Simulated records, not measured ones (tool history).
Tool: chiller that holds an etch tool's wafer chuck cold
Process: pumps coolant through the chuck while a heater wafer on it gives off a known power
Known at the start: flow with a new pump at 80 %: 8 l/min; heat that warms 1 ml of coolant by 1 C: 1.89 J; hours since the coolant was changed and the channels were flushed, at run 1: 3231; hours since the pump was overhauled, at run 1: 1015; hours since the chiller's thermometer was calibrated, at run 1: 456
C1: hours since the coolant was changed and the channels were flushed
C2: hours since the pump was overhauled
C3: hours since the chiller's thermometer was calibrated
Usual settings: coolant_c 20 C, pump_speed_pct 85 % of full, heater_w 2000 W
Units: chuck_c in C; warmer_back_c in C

Run 1, hour 0: usual settings; C1 3231; C2 1015; C3 456. Result: chuck_c 34.2 C, warmer_back_c 7.42 C.
Run 2, hour 39.9: usual settings; C1 3271; C2 1054; C3 496. Result: chuck_c 34.5 C, warmer_back_c 7.42 C.
Run 3, hour 110.5: usual settings; C1 3341; C2 1125; C3 566. Result: chuck_c 34.3 C, warmer_back_c 7.46 C.
Run 4, hour 190.5: usual settings; C1 3421; C2 1205; C3 646. Result: chuck_c 34.2 C, warmer_back_c 7.52 C.
Run 5, hour 285.5: usual settings; C1 3516; C2 1300; C3 741. Result: chuck_c 34.3 C, warmer_back_c 7.46 C.
Run 6, hour 365: usual settings; C1 3596; C2 1380; C3 821. Result: chuck_c 34.2 C, warmer_back_c 7.49 C.
Run 7, hour 449.3: usual settings; C1 3680; C2 1464; C3 905. Result: chuck_c 34.3 C, warmer_back_c 7.44 C.
Run 8, hour 517.8: usual settings; C1 3748; C2 1532; C3 974. Result: chuck_c 34.2 C, warmer_back_c 7.49 C.
Run 9, hour 601.6: usual settings; C1 3832; C2 1616; C3 1057. Result: chuck_c 34.3 C, warmer_back_c 7.46 C.
Run 10, hour 670.5: usual settings but coolant_c 13 C; C1 3901; C2 1685; C3 1126. Result: chuck_c 27.4 C, warmer_back_c 7.48 C.
Run 11, hour 729.7: usual settings but coolant_c 17 C; C1 3960; C2 1744; C3 1186. Result: chuck_c 31.4 C, warmer_back_c 7.51 C.
Run 12, hour 809.4: usual settings but pump_speed_pct 98 % of full; C1 4040; C2 1824; C3 1265. Result: chuck_c 32.6 C, warmer_back_c 6.51 C.
Run 13, hour 899.4: usual settings but heater_w 2312 W; C1 4130; C2 1914; C3 1355. Result: chuck_c 36.6 C, warmer_back_c 8.72 C.
Run 14, hour 986.5: usual settings but heater_w 2354 W; C1 4217; C2 2001; C3 1442. Result: chuck_c 36.7 C, warmer_back_c 8.85 C.
Run 15, hour 1077.4: usual settings; C1 4308; C2 2092; C3 1533. Result: chuck_c 34.3 C, warmer_back_c 7.45 C.
Run 16, hour 1168.6: usual settings but coolant_c 23 C, pump_speed_pct 99 % of full, heater_w 1007 W; C1 4399; C2 2183; C3 1624. Result: chuck_c 29.4 C, warmer_back_c 3.24 C.
Run 17, hour 1258.2: usual settings but coolant_c 15 C, pump_speed_pct 63 % of full, heater_w 1797 W; C1 4489; C2 2273; C3 1714. Result: chuck_c 31.9 C, warmer_back_c 9 C.
Run 18, hour 1352.6: usual settings but heater_w 1492 W; C1 4583; C2 2367; C3 1808. Result: chuck_c 30.5 C, warmer_back_c 5.6 C.
Run 19, hour 1440.4: usual settings but heater_w 1492 W; C1 4671; C2 2455; C3 1896. Result: chuck_c 30.6 C, warmer_back_c 5.56 C.
Run 20, hour 1486.3: usual settings but coolant_c 15 C, pump_speed_pct 65 % of full, heater_w 1085 W; C1 4717; C2 2501; C3 1942. Result: chuck_c 24.8 C, warmer_back_c 5.27 C.
Run 21, hour 1578.4: usual settings but coolant_c 21 C, pump_speed_pct 74 % of full, heater_w 2358 W; C1 4809; C2 2593; C3 2034. Result: chuck_c 40.1 C, warmer_back_c 10.07 C.
Run 22, hour 1621.7: usual settings but pump_speed_pct 75 % of full, heater_w 2358 W; C1 4852; C2 2636; C3 2078. Result: chuck_c 38.8 C, warmer_back_c 9.97 C.
Run 23, hour 1709.1: usual settings but pump_speed_pct 75 % of full, heater_w 2358 W; C1 4940; C2 2724; C3 2165. Result: chuck_c 38.9 C, warmer_back_c 9.92 C.
Run 24, hour 1796.3: usual settings but coolant_c 11 C, pump_speed_pct 68 % of full, heater_w 2508 W; C1 5027; C2 2811; C3 2252. Result: chuck_c 32.9 C, warmer_back_c 11.65 C.
Run 25, hour 1849.2: usual settings but coolant_c 21 C, heater_w 1484 W; C1 5080; C2 2864; C3 2305. Result: chuck_c 31.7 C, warmer_back_c 5.54 C.
Run 26, hour 1939: usual settings but coolant_c 15 C, pump_speed_pct 81 % of full, heater_w 1819 W; C1 5170; C2 2954; C3 2395. Result: chuck_c 28.5 C, warmer_back_c 7.15 C.
Run 27, hour 1999.3: usual settings but coolant_c 15 C, pump_speed_pct 81 % of full, heater_w 1819 W; C1 5230; C2 3014; C3 2455. Result: chuck_c 28.6 C, warmer_back_c 7.15 C.
Run 28, hour 2073.3: usual settings but coolant_c 11 C, pump_speed_pct 79 % of full, heater_w 1231 W; C1 5304; C2 3088; C3 2529. Result: chuck_c 20.3 C, warmer_back_c 4.98 C.
Run 29, hour 2160.4: usual settings but coolant_c 11 C, pump_speed_pct 79 % of full, heater_w 1552 W; C1 5391; C2 3175; C3 2616. Result: chuck_c 22.7 C, warmer_back_c 6.2 C.

3 ways to go on from here, each from the tool as it stands after run 29. What would each give?
Run A, hour 2257.9: usual settings but coolant_c 13 C, pump_speed_pct 70 % of full, heater_w 1829 W; C1 5489; C2 3273; C3 2714. Result: chuck_c ?, warmer_back_c ?.
Run B, hour 2257.9: usual settings but coolant_c 14 C, pump_speed_pct 70 % of full; C1 5489; C2 3273; C3 2714. Result: chuck_c ?, warmer_back_c ?.
Run C, hour 2257.9: usual settings but coolant_c 17 C, pump_speed_pct 73 % of full, heater_w 2663 W; C1 5489; C2 3273; C3 2714. Result: chuck_c ?, warmer_back_c ?.

run  chuck_c  warmer_back_c
  A     28.6           8.19
  B       31              9
  C     38.8          11.49
Without the tool's hidden state the same runs would have given:
run  chuck_c  warmer_back_c
  A     28.5           8.19
  B       31           8.99
  C     38.8          11.49
